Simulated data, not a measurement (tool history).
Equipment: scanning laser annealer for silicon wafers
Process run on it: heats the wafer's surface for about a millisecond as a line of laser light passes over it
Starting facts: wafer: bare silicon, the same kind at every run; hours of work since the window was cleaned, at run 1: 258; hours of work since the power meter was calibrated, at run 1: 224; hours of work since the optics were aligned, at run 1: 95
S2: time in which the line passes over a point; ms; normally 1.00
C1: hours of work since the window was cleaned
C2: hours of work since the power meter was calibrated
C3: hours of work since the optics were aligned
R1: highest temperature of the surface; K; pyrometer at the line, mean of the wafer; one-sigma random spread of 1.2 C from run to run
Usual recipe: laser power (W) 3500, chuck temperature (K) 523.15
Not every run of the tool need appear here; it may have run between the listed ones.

run 1 hour=0.0 | laser_power_(W)=3500 S2=1.00 chuck_temperature_(K)=523.15 | C1=258 C2=224 C3=95 | R1=1366.15
run 2 hour=8.9 | laser_power_(W)=3500 S2=1.00 chuck_temperature_(K)=523.15 | C1=263 C2=229 C3=100 | R1=1365.15
run 3 hour=14.3 | laser_power_(W)=3500 S2=1.00 chuck_temperature_(K)=556.15 | C1=266 C2=232 C3=103 | R1=1396.15
run 4 hour=23.1 | laser_power_(W)=3500 S2=1.00 chuck_temperature_(K)=556.15 | C1=271 C2=237 C3=108 | R1=1400.15
run 5 hour=29.7 | laser_power_(W)=3500 S2=1.00 chuck_temperature_(K)=523.15 | C1=275 C2=241 C3=112 | R1=1366.15
run 6 hour=36.0 | laser_power_(W)=3500 S2=1.00 chuck_temperature_(K)=523.15 | C1=278 C2=244 C3=115 | R1=1367.15
run 7 hour=45.0 | laser_power_(W)=3500 S2=1.13 chuck_temperature_(K)=513.15 | C1=283 C2=249 C3=120 | R1=1418.15
run 8 hour=51.0 | laser_power_(W)=3500 S2=1.13 chuck_temperature_(K)=513.15 | C1=287 C2=253 C3=124 | R1=1417.15
run 9 hour=61.7 | laser_power_(W)=3553 S2=0.98 chuck_temperature_(K)=492.15 | C1=293 C2=259 C3=130 | R1=1337.15
run 10 hour=67.9 | laser_power_(W)=3553 S2=0.98 chuck_temperature_(K)=492.15 | C1=296 C2=262 C3=133 | R1=1340.15
run 11 hour=75.4 | laser_power_(W)=3120 S2=1.00 chuck_temperature_(K)=525.15 | C1=300 C2=266 C3=137 | R1=1272.15
run 12 hour=85.9 | laser_power_(W)=3388 S2=0.78 chuck_temperature_(K)=551.15 | C1=306 C2=272 C3=143 | R1=1257.15

Here are 3 independent what-if runs from the current tool condition. What would each one return?
run A hour=94.2 | laser_power_(W)=3500 S2=1.00 chuck_temperature_(K)=555.15 | C1=311 C2=277 C3=148 | R1=?
run B hour=94.2 | laser_power_(W)=3388 S2=1.17 chuck_temperature_(K)=529.15 | C1=311 C2=277 C3=148 | R1=?
run C hour=94.2 | laser_power_(W)=3388 S2=1.15 chuck_temperature_(K)=551.15 | C1=311 C2=277 C3=148 | R1=?

run=A R1=1396.15
run=B R1=1421.15
run=C R1=1435.15
Without the tool's unlogged condition, the same runs would have read:
run=A R1=1396.15
run=B R1=1421.15
run=C R1=1436.15

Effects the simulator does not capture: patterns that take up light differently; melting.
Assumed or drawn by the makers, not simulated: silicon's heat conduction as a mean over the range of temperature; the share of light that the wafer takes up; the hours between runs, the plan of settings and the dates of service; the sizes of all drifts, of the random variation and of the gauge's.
